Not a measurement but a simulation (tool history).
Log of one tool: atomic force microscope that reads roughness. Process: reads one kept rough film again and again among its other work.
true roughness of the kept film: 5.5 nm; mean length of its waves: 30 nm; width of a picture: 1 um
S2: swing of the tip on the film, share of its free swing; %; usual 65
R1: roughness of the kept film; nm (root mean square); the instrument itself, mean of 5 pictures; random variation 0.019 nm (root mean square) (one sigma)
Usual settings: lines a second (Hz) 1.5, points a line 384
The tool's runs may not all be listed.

{"run": 1, "hour": 0.0, "lines a second (Hz)": 1.5, "S2": 65, "points a line": 384, "R1": 3.946}
{"run": 2, "hour": 20.7, "lines a second (Hz)": 0.82, "S2": 65, "points a line": 384, "R1": 3.602}
{"run": 3, "hour": 52.7, "lines a second (Hz)": 1.5, "S2": 65, "points a line": 384, "R1": 4.006}
{"run": 4, "hour": 76.7, "lines a second (Hz)": 1.5, "S2": 65, "points a line": 384, "R1": 3.56}
{"run": 5, "hour": 107.7, "lines a second (Hz)": 2.38, "S2": 65, "points a line": 384, "R1": 4.149}
{"run": 6, "hour": 130.9, "lines a second (Hz)": 1.5, "S2": 65, "points a line": 527, "R1": 3.746}
{"run": 7, "hour": 147.4, "lines a second (Hz)": 1.5, "S2": 65, "points a line": 527, "R1": 3.498}
{"run": 8, "hour": 179.7, "lines a second (Hz)": 1.5, "S2": 63, "points a line": 384, "R1": 3.976}
{"run": 9, "hour": 196.5, "lines a second (Hz)": 1.5, "S2": 63, "points a line": 384, "R1": 3.645}
{"run": 10, "hour": 218.8, "lines a second (Hz)": 1.5, "S2": 63, "points a line": 384, "R1": 4.586}
{"run": 11, "hour": 252.2, "lines a second (Hz)": 1.5, "S2": 65, "points a line": 384, "R1": 3.851}
{"run": 12, "hour": 266.5, "lines a second (Hz)": 1.5, "S2": 65, "points a line": 384, "R1": 3.627}
{"run": 13, "hour": 288.4, "lines a second (Hz)": 1.5, "S2": 65, "points a line": 384, "R1": 4.361}
{"run": 14, "hour": 310.3, "lines a second (Hz)": 1.5, "S2": 65, "points a line": 384, "R1": 3.897}
{"run": 15, "hour": 331.1, "lines a second (Hz)": 1.5, "S2": 65, "points a line": 384, "R1": 3.532}
{"run": 16, "hour": 362.7, "lines a second (Hz)": 1.5, "S2": 65, "points a line": 384, "R1": 4.101}
{"run": 17, "hour": 391.6, "lines a second (Hz)": 1.5, "S2": 65, "points a line": 384, "R1": 3.575}
{"run": 18, "hour": 413.6, "lines a second (Hz)": 1.5, "S2": 65, "points a line": 384, "R1": 4.377}
{"run": 19, "hour": 430.8, "lines a second (Hz)": 1.5, "S2": 65, "points a line": 384, "R1": 3.985}
{"run": 20, "hour": 453.3, "lines a second (Hz)": 1.5, "S2": 65, "points a line": 384, "R1": 3.58}
{"run": 21, "hour": 485.0, "lines a second (Hz)": 1.5, "S2": 65, "points a line": 384, "R1": 4.168}
{"run": 22, "hour": 511.3, "lines a second (Hz)": 1.5, "S2": 65, "points a line": 384, "R1": 3.689}
{"run": 23, "hour": 530.4, "lines a second (Hz)": 1.5, "S2": 65, "points a line": 384, "R1": 4.541}
{"run": 24, "hour": 561.0, "lines a second (Hz)": 0.55, "S2": 65, "points a line": 384, "R1": 4.042}
{"run": 25, "hour": 579.5, "lines a second (Hz)": 1.5, "S2": 75, "points a line": 384, "R1": 3.542}
{"run": 26, "hour": 596.9, "lines a second (Hz)": 2.87, "S2": 65, "points a line": 378, "R1": 4.376}
{"run": 27, "hour": 626.9, "lines a second (Hz)": 1.5, "S2": 67, "points a line": 355, "R1": 3.795}
{"run": 28, "hour": 655.2, "lines a second (Hz)": 1.5, "S2": 62, "points a line": 355, "R1": 4.593}
{"run": 29, "hour": 673.0, "lines a second (Hz)": 1.5, "S2": 62, "points a line": 355, "R1": 4.178}
{"run": 30, "hour": 692.5, "lines a second (Hz)": 1.5, "S2": 62, "points a line": 355, "R1": 3.774}
{"run": 31, "hour": 709.9, "lines a second (Hz)": 1.5, "S2": 62, "points a line": 355, "R1": 3.532}
{"run": 32, "hour": 732.3, "lines a second (Hz)": 1.5, "S2": 73, "points a line": 384, "R1": 4.074}
{"run": 33, "hour": 761.5, "lines a second (Hz)": 0.59, "S2": 65, "points a line": 543, "R1": 3.665}
{"run": 34, "hour": 793.9, "lines a second (Hz)": 1.03, "S2": 73, "points a line": 384, "R1": 4.107}
{"run": 35, "hour": 807.5, "lines a second (Hz)": 1.03, "S2": 73, "points a line": 384, "R1": 3.83}
{"run": 36, "hour": 834.3, "lines a second (Hz)": 1.5, "S2": 58, "points a line": 466, "R1": 3.45}
{"run": 37, "hour": 861.4, "lines a second (Hz)": 1.03, "S2": 63, "points a line": 505, "R1": 4.23}
{"run": 38, "hour": 885.5, "lines a second (Hz)": 1.72, "S2": 90, "points a line": 384, "R1": 3.284}
{"run": 39, "hour": 910.0, "lines a second (Hz)": 1.72, "S2": 90, "points a line": 384, "R1": 3.932}
{"run": 40, "hour": 940.5, "lines a second (Hz)": 2.52, "S2": 69, "points a line": 682, "R1": 3.636}
{"run": 41, "hour": 966.6, "lines a second (Hz)": 1.87, "S2": 88, "points a line": 470, "R1": 4.115}
{"run": 42, "hour": 995.1, "lines a second (Hz)": 1.87, "S2": 88, "points a line": 470, "R1": 3.473}
{"run": 43, "hour": 1020.7, "lines a second (Hz)": 2.24, "S2": 88, "points a line": 342, "R1": 2.966}
{"run": 44, "hour": 1046.0, "lines a second (Hz)": 2.24, "S2": 88, "points a line": 342, "R1": 3.658}
{"run": 45, "hour": 1067.4, "lines a second (Hz)": 1.5, "S2": 66, "points a line": 868, "R1": 3.78}
{"run": 46, "hour": 1086.6, "lines a second (Hz)": 0.7, "S2": 60, "points a line": 785, "R1": 4.843}
{"run": 47, "hour": 1105.6, "lines a second (Hz)": 1.49, "S2": 80, "points a line": 364, "R1": 4.071}
{"run": 48, "hour": 1129.7, "lines a second (Hz)": 0.81, "S2": 71, "points a line": 393, "R1": 3.771}
{"run": 49, "hour": 1161.9, "lines a second (Hz)": 0.81, "S2": 55, "points a line": 393, "R1": 4.55}

Not shown: 21 entries that the log had between the listed runs. Between which runs, and how does the tool's hidden state differ before and after?
Between runs 2 and 3: new tip fitted (hour 26.7)
  radius of the tip, nm: 19.8 -> 13.2; height scale over the true one, %: 0.02 -> 0.05
  measured less the result without the state, R1: -1.146 -> -0.703 nm (root mean square)
Between runs 4 and 5: new tip fitted (hour 89.4)
  radius of the tip, nm: 20 -> 10.3; height scale over the true one, %: 0.06 -> 0.08
  measured less the result without the state, R1: -1.144 -> -0.47 nm (root mean square)
Between runs 7 and 8: new tip fitted (hour 152.2)
  radius of the tip, nm: 21.7 -> 13.5; height scale over the true one, %: 0.11 -> 0.13
  measured less the result without the state, R1: -1.248 -> -0.726 nm (root mean square)
Between runs 9 and 10: new tip fitted (hour 214)
  radius of the tip, nm: 18.6 -> 6.5; height scale over the true one, %: 0.15 -> 0.16
  measured less the result without the state, R1: -1.061 -> -0.141 nm (root mean square)
Between runs 12 and 13: new tip fitted (hour 276.9)
  radius of the tip, nm: 19.3 -> 8.6; height scale over the true one, %: 0.2 -> 0.21
  measured less the result without the state, R1: -1.104 -> -0.326 nm (root mean square)
Between runs 14 and 15: height scale calibrated on a step standard (hour 314.3)
  radius of the tip, nm: 14.8 -> 20.7; height scale over the true one, %: 0.23 -> 0.31
  measured less the result without the state, R1: -0.815 -> -1.182 nm (root mean square)
Between runs 15 and 16: new tip fitted (hour 339.5)
  radius of the tip, nm: 20.7 -> 12; height scale over the true one, %: 0.31 -> 0.33
  measured less the result without the state, R1: -1.182 -> -0.604 nm (root mean square)
Between runs 17 and 18: new tip fitted (hour 401.1)
  radius of the tip, nm: 19.7 -> 8.9; height scale over the true one, %: 0.36 -> 0.37
  measured less the result without the state, R1: -1.118 -> -0.349 nm (root mean square)
Between runs 20 and 21: new tip fitted (hour 462.7); height scale calibrated on a step standard, once more (hour 466.3)
  radius of the tip, nm: 19.9 -> 11; height scale over the true one, %: 0.4 -> -0.18
  measured less the result without the state, R1: -1.127 -> -0.551 nm (root mean square)
Between runs 22 and 23: new tip fitted (hour 527.2)
  radius of the tip, nm: 18.1 -> 5.9; height scale over the true one, %: -0.16 -> -0.15
  measured less the result without the state, R1: -1.049 -> -0.095 nm (root mean square)
Between runs 25 and 26: new tip fitted (hour 589.3)
  radius of the tip, nm: 18.6 -> 7.1; height scale over the true one, %: -0.11 -> -0.1
  measured less the result without the state, R1: -1.043 -> -0.205 nm (root mean square)
Between runs 27 and 28: new tip fitted (hour 652.1)
  radius of the tip, nm: 16.1 -> 6.2; height scale over the true one, %: -0.08 -> -0.06
  measured less the result without the state, R1: -0.915 -> -0.119 nm (root mean square)
Between runs 31 and 32: new tip fitted (hour 713.6)
  radius of the tip, nm: 20.7 -> 10.9; height scale over the true one, %: -0.02 -> -0.01
  measured less the result without the state, R1: -1.194 -> -0.516 nm (root mean square)
Between runs 33 and 34: new tip fitted (hour 775)
  radius of the tip, nm: 19.7 -> 11.5; height scale over the true one, %: 0.01 -> 0.04
  measured less the result without the state, R1: -1.156 -> -0.572 nm (root mean square)
Between runs 36 and 37: new tip fitted (hour 837.5)
  radius of the tip, nm: 22.8 -> 11.6; height scale over the true one, %: 0.07 -> 0.08
  measured less the result without the state, R1: -1.319 -> -0.6 nm (root mean square)
Between runs 38 and 39: new tip fitted (hour 899.5)
  radius of the tip, nm: 18.3 -> 8.3; height scale over the true one, %: 0.1 -> 0.12
  measured less the result without the state, R1: -0.934 -> -0.272 nm (root mean square)
Between runs 40 and 41: new tip fitted (hour 962)
  radius of the tip, nm: 16.4 -> 6.6; height scale over the true one, %: 0.14 -> 0.16
  measured less the result without the state, R1: -0.884 -> -0.138 nm (root mean square)
Between runs 43 and 44: new tip fitted (hour 1023.6)
  radius of the tip, nm: 22.9 -> 11; height scale over the true one, %: 0.2 -> 0.22
  measured less the result without the state, R1: -1.139 -> -0.463 nm (root mean square)
Between runs 45 and 46: new tip fitted (hour 1086.6)
  radius of the tip, nm: 16.7 -> 5.1; height scale over the true one, %: 0.23 -> 0.24
  measured less the result without the state, R1: -0.938 -> -0.001 nm (root mean square)
Between runs 48 and 49: new tip fitted (hour 1151)
  radius of the tip, nm: 17.1 -> 8; height scale over the true one, %: 0.27 -> 0.29
  measured less the result without the state, R1: -0.97 -> -0.275 nm (root mean square)
